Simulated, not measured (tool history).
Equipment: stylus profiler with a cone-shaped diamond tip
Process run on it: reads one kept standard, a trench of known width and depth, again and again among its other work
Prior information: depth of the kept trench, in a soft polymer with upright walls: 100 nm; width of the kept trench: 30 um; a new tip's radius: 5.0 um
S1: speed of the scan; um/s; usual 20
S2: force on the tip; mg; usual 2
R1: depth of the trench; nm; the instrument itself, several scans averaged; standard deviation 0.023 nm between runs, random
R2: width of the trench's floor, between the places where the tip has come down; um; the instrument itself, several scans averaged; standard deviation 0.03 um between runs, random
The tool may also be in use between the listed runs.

| run | hour | S1 | S2 | R1 | R2 |
|---|---|---|---|---|---|
| 1 | 0 | 20 | 2 | 101.1 | 27.92 |
| 2 | 54.9 | 20 | 2 | 101.07 | 27.86 |
| 3 | 88.5 | 20 | 2 | 101.1 | 27.84 |
| 4 | 136.3 | 20 | 2 | 101.08 | 27.88 |
| 5 | 174.4 | 6 | 2 | 101.08 | 27.96 |
| 6 | 218 | 6 | 2 | 101.13 | 28.01 |
| 7 | 256.3 | 6 | 2 | 101.09 | 27.94 |
| 8 | 318.7 | 7 | 2 | 101.07 | 27.95 |
| 9 | 345.9 | 20 | 2 | 101.08 | 27.83 |
| 10 | 378.4 | 20 | 5.82 | 102.23 | 27.95 |
| 11 | 427.1 | 20 | 4.28 | 101.78 | 27.92 |
| 12 | 487 | 20 | 4.28 | 101.74 | 27.92 |
| 13 | 549.3 | 20 | 4.28 | 101.83 | 27.92 |
| 14 | 612.6 | 20 | 2.94 | 101.38 | 27.88 |
| 15 | 670.8 | 11 | 2 | 101.1 | 27.92 |
| 16 | 714 | 11 | 2 | 101.05 | 27.95 |
| 17 | 757.6 | 11 | 2 | 101.09 | 27.95 |
| 18 | 785.5 | 11 | 2 | 101.11 | 27.94 |
|  | 799.5 | height scale calibrated on a step standard |
| 19 | 841.9 | 20 | 2 | 101.09 | 27.87 |
| 20 | 903.7 | 14 | 2 | 101.08 | 27.86 |
| 21 | 952.3 | 14 | 2 | 101.07 | 27.9 |
| 22 | 983.6 | 14 | 2 | 101.11 | 27.84 |
| 23 | 1016.8 | 17 | 3.67 | 101.59 | 27.97 |
| 24 | 1071.4 | 17 | 4.93 | 101.98 | 27.95 |
| 25 | 1115.3 | 17 | 4.93 | 101.99 | 27.97 |
| 26 | 1165 | 16 | 3.02 | 101.42 | 27.88 |
| 27 | 1209 | 20 | 1.15 | 100.72 | 27.78 |
| 28 | 1264.9 | 39 | 1.16 | 100.74 | 27.62 |
| 29 | 1322.9 | 39 | 1.16 | 100.75 | 27.58 |
| 30 | 1355.6 | 80 | 1.13 | 100.7 | 27.27 |
| 31 | 1393 | 80 | 1.13 | 100.73 | 27.2 |
| 32 | 1453.1 | 80 | 1.13 | 100.74 | 27.28 |
| 33 | 1488.2 | 16 | 0.77 | 100.57 | 27.89 |
| 34 | 1541.8 | 11 | 2.12 | 101.12 | 27.94 |
| 35 | 1598.5 | 11 | 2.12 | 101.12 | 27.93 |
| 36 | 1654.1 | 52 | 2.97 | 101.42 | 27.75 |
| 37 | 1705.3 | 15 | 2.04 | 101.12 | 27.87 |
| 38 | 1770.3 | 34 | 0.92 | 100.67 | 27.66 |
| 39 | 1800.7 | 28 | 0.82 | 100.61 | 27.69 |
| 40 | 1831.7 | 28 | 0.82 | 100.57 | 27.72 |
| 41 | 1884 | 28 | 0.82 | 100.59 | 27.68 |

Alternative continuations, all from the tool just after run 41; predict every row:
| A | 1937.7 | 8 | 2 | ? | ? |
| B | 1937.7 | 20 | 2.57 | ? | ? |
| C | 1937.7 | 18 | 3.15 | ? | ? |

| run | R1 | R2 |
|---|---|---|
| A | 101.08 | 27.98 |
| B | 101.31 | 27.86 |
| C | 101.43 | 27.87 |
With no hidden state in the tool, these same runs would have given:
| run | R1 | R2 |
|---|---|---|
| A | 101.08 | 27.99 |
| B | 101.31 | 27.87 |
| C | 101.43 | 27.88 |

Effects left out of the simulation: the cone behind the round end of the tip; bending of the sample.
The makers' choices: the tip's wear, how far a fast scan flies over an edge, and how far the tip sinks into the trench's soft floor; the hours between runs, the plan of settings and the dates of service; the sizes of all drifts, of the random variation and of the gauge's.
